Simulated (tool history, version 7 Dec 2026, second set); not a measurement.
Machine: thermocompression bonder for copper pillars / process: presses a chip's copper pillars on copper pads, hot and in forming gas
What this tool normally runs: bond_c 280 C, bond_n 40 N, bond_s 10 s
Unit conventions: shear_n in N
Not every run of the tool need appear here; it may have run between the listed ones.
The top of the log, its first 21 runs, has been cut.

| run | day | bond_c | bond_n | bond_s | hours of work since the heater was calibrated | hours of work since the force cell was calibrated | hours of work since the gas filter was changed | shear_n |
|---|---|---|---|---|---|---|---|---|
| 22 | 28.075 | 277 | 40 | 27 | 616 | 539 | 148 | 83.9 |
| 23 | 29.067 | 277 | 40 | 27 | 634 | 557 | 166 | 83.7 |
| 24 | 30.596 | 277 | 40 | 27 | 661 | 585 | 193 | 82.8 |
|  | 30.788 | forming gas filter changed |
| 25 | 31.375 | 307 | 28 | 6 | 675 | 598 | 11 | 59.1 |
| 26 | 32.454 | 258 | 39 | 10 | 694 | 617 | 30 | 57.4 |
| 27 | 33.304 | 251 | 53 | 10 | 710 | 633 | 45 | 61.1 |
| 28 | 34.65 | 288 | 48 | 10 | 734 | 657 | 69 | 76.3 |
| 29 | 36.058 | 289 | 48 | 10 | 759 | 682 | 94 | 76.7 |
| 30 | 37.392 | 289 | 48 | 10 | 783 | 706 | 118 | 77.1 |
| 31 | 38.425 | 293 | 40 | 9 | 801 | 724 | 137 | 70.9 |
| 32 | 40.083 | 291 | 32 | 13 | 831 | 754 | 166 | 72.2 |
| 33 | 40.983 | 305 | 32 | 6 | 847 | 770 | 182 | 61.7 |
|  | 41.738 | forming gas filter changed |
| 34 | 42.321 | 286 | 43 | 27 | 870 | 794 | 10 | 88.5 |
| 35 | 43.283 | 286 | 43 | 27 | 888 | 811 | 28 | 88.8 |
| 36 | 44.921 | 278 | 40 | 10 | 917 | 840 | 57 | 65.9 |
|  | 46.071 | force cell calibrated |
| 37 | 46.629 | 306 | 47 | 5 | 946 | 10 | 86 | 70.2 |
| 38 | 48.092 | 275 | 47 | 8 | 973 | 36 | 113 | 67.4 |
| 39 | 49.546 | 272 | 56 | 6 | 999 | 62 | 139 | 64.1 |
| 40 | 50.7 | 297 | 56 | 5 | 1019 | 83 | 159 | 72.2 |
| 41 | 51.483 | 297 | 56 | 5 | 1033 | 97 | 173 | 72.7 |

Here are 3 independent what-if runs from the current tool condition. What would each one return?
| A | 52.375 | 280 | 39 | 10 | 1049 | 113 | 189 | ? |
| B | 52.375 | 297 | 53 | 26 | 1049 | 113 | 189 | ? |
| C | 52.375 | 300 | 39 | 28 | 1049 | 113 | 189 | ? |

| run | shear_n |
|---|---|
| A | 66 |
| B | 94.1 |
| C | 91.2 |
Without the tool's hidden state the same runs would have given:
| run | shear_n |
|---|---|
| A | 66.1 |
| B | 94.3 |
| C | 91.5 |
